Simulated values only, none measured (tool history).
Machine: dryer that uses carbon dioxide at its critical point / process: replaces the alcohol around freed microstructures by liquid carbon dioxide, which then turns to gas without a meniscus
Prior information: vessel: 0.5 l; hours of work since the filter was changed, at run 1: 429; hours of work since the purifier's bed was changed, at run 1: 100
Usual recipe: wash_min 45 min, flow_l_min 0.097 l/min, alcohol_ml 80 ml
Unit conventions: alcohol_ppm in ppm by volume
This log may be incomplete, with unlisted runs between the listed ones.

run,day,wash_min,flow_l_min,alcohol_ml,hours of work since the filter was changed,hours of work since the purifier's bed was changed,alcohol_ppm
1,0,45,0.097,80,429,100,391
2,0.442,45,0.097,80,433,104,397
3,0.792,45,0.097,80,437,108,405
4,1.096,45,0.097,80,440,111,412
5,1.367,45,0.097,80,443,114,421
6,1.642,27,0.097,80,445,116,4472
# day 1.879: inlet filter changed
7,2.121,60,0.097,80,2,121,44
8,2.417,45,0.097,80,5,124,261
9,2.862,45,0.1279,80,10,128,37
10,3.229,45,0.1279,80,14,132,36
11,3.45,45,0.1279,80,16,134,39
12,3.792,45,0.1279,31,19,138,14
13,4.146,45,0.097,80,23,141,266
14,4.521,45,0.097,80,27,145,265
15,4.812,45,0.097,80,29,148,276
16,5.117,45,0.097,80,33,151,284
17,5.525,45,0.097,24,37,155,95
18,5.767,45,0.097,24,39,158,92
19,6.038,45,0.097,24,42,160,87
20,6.267,45,0.097,24,44,163,99
21,6.633,45,0.097,61,48,166,213
22,6.85,46,0.0896,34,50,168,160
23,7.221,45,0.097,72,54,172,249
24,7.575,45,0.097,72,57,176,241
25,7.942,45,0.097,72,61,179,257
26,8.246,72,0.0921,81,64,182,27
27,8.642,65,0.097,80,68,186,27
28,8.846,65,0.0707,25,70,188,78
29,9.225,65,0.0707,25,74,192,82
30,9.642,65,0.0707,25,78,197,76
31,10.05,70,0.0684,22,82,201,61
32,10.288,49,0.0593,76,85,203,2266
33,10.692,45,0.1459,23,89,207,14
34,10.933,45,0.1459,23,91,210,21
35,11.25,45,0.1445,66,94,213,19
36,11.538,45,0.1445,66,97,216,22
37,11.783,45,0.1445,66,100,218,34
38,12.15,45,0.0649,56,103,222,1652

Run 39 has not been measured yet. What should we expect?
39,12.408,32,0.1409,115,106,224,?

{"run 39": {"alcohol_ppm": 331}}
If the tool had no hidden condition, the same run with the same run-to-run variation would have returned alcohol_ppm 281 ppm by volume.

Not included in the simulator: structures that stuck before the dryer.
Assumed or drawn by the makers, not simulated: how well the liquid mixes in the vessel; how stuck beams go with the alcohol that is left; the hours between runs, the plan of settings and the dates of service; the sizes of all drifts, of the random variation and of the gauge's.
